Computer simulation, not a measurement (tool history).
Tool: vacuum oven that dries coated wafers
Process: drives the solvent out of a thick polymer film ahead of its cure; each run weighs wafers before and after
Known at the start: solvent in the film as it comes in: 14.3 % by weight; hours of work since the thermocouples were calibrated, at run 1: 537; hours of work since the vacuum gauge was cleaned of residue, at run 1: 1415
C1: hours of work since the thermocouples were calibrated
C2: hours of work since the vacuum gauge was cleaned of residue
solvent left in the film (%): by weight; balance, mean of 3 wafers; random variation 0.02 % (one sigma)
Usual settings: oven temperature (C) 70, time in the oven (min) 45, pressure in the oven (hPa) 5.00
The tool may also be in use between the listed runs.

{"run": 1, "day": 0.0, "oven temperature (C)": 70, "time in the oven (min)": 45, "pressure in the oven (hPa)": 5.0, "C1": 537, "C2": 1415, "solvent left in the film (%)": 2.47}
{"run": 2, "day": 2.342, "oven temperature (C)": 70, "time in the oven (min)": 45, "pressure in the oven (hPa)": 5.0, "C1": 582, "C2": 1459, "solvent left in the film (%)": 2.47}
{"day": 6.175, "done": "oven's thermocouples calibrated"}
{"run": 3, "day": 6.175, "oven temperature (C)": 70, "time in the oven (min)": 45, "pressure in the oven (hPa)": 5.0, "C1": 0, "C2": 1531, "solvent left in the film (%)": 2.53}
{"run": 4, "day": 8.933, "oven temperature (C)": 70, "time in the oven (min)": 50, "pressure in the oven (hPa)": 5.0, "C1": 53, "C2": 1583, "solvent left in the film (%)": 2.17}
{"day": 10.621, "done": "vacuum gauge cleaned of residue and calibrated"}
{"run": 5, "day": 13.542, "oven temperature (C)": 70, "time in the oven (min)": 50, "pressure in the oven (hPa)": 5.0, "C1": 139, "C2": 56, "solvent left in the film (%)": 1.94}
{"run": 6, "day": 17.538, "oven temperature (C)": 70, "time in the oven (min)": 50, "pressure in the oven (hPa)": 5.0, "C1": 215, "C2": 132, "solvent left in the film (%)": 1.89}
{"run": 7, "day": 20.792, "oven temperature (C)": 70, "time in the oven (min)": 50, "pressure in the oven (hPa)": 5.0, "C1": 277, "C2": 194, "solvent left in the film (%)": 1.93}
{"run": 8, "day": 25.283, "oven temperature (C)": 56, "time in the oven (min)": 50, "pressure in the oven (hPa)": 4.92, "C1": 363, "C2": 279, "solvent left in the film (%)": 5.18}
{"run": 9, "day": 29.4, "oven temperature (C)": 85, "time in the oven (min)": 50, "pressure in the oven (hPa)": 4.63, "C1": 441, "C2": 358, "solvent left in the film (%)": 0.35}
{"run": 10, "day": 31.692, "oven temperature (C)": 70, "time in the oven (min)": 26, "pressure in the oven (hPa)": 15.4, "C1": 485, "C2": 401, "solvent left in the film (%)": 4.87}
{"run": 11, "day": 35.504, "oven temperature (C)": 70, "time in the oven (min)": 26, "pressure in the oven (hPa)": 15.4, "C1": 557, "C2": 474, "solvent left in the film (%)": 4.89}
{"run": 12, "day": 39.879, "oven temperature (C)": 70, "time in the oven (min)": 26, "pressure in the oven (hPa)": 15.4, "C1": 641, "C2": 557, "solvent left in the film (%)": 4.84}
{"day": 40.696, "done": "oven's thermocouples calibrated"}
{"run": 13, "day": 43.004, "oven temperature (C)": 77, "time in the oven (min)": 37, "pressure in the oven (hPa)": 3.86, "C1": 44, "C2": 615, "solvent left in the film (%)": 1.7}
{"run": 14, "day": 45.862, "oven temperature (C)": 77, "time in the oven (min)": 37, "pressure in the oven (hPa)": 3.86, "C1": 98, "C2": 669, "solvent left in the film (%)": 1.68}

Forecast each of these 4 alternatives for the next run:
{"run": "A", "day": 50.008, "oven temperature (C)": 58, "time in the oven (min)": 37, "pressure in the oven (hPa)": 3.86, "C1": 177, "C2": 748, "solvent left in the film (%)": "?"}
{"run": "B", "day": 50.008, "oven temperature (C)": 70, "time in the oven (min)": 26, "pressure in the oven (hPa)": 3.5, "C1": 177, "C2": 748, "solvent left in the film (%)": "?"}
{"run": "C", "day": 50.008, "oven temperature (C)": 70, "time in the oven (min)": 45, "pressure in the oven (hPa)": 5.0, "C1": 177, "C2": 748, "solvent left in the film (%)": "?"}
{"run": "D", "day": 50.008, "oven temperature (C)": 70, "time in the oven (min)": 50, "pressure in the oven (hPa)": 5.0, "C1": 177, "C2": 748, "solvent left in the film (%)": "?"}

run=A solvent_left_in_the_film_(%)=6.04
run=B solvent_left_in_the_film_(%)=4.49
run=C solvent_left_in_the_film_(%)=2.43
run=D solvent_left_in_the_film_(%)=2.10
Without the tool's hidden state the same runs would have given:
run=A solvent_left_in_the_film_(%)=5.94
run=B solvent_left_in_the_film_(%)=4.43
run=C solvent_left_in_the_film_(%)=2.35
run=D solvent_left_in_the_film_(%)=2.01

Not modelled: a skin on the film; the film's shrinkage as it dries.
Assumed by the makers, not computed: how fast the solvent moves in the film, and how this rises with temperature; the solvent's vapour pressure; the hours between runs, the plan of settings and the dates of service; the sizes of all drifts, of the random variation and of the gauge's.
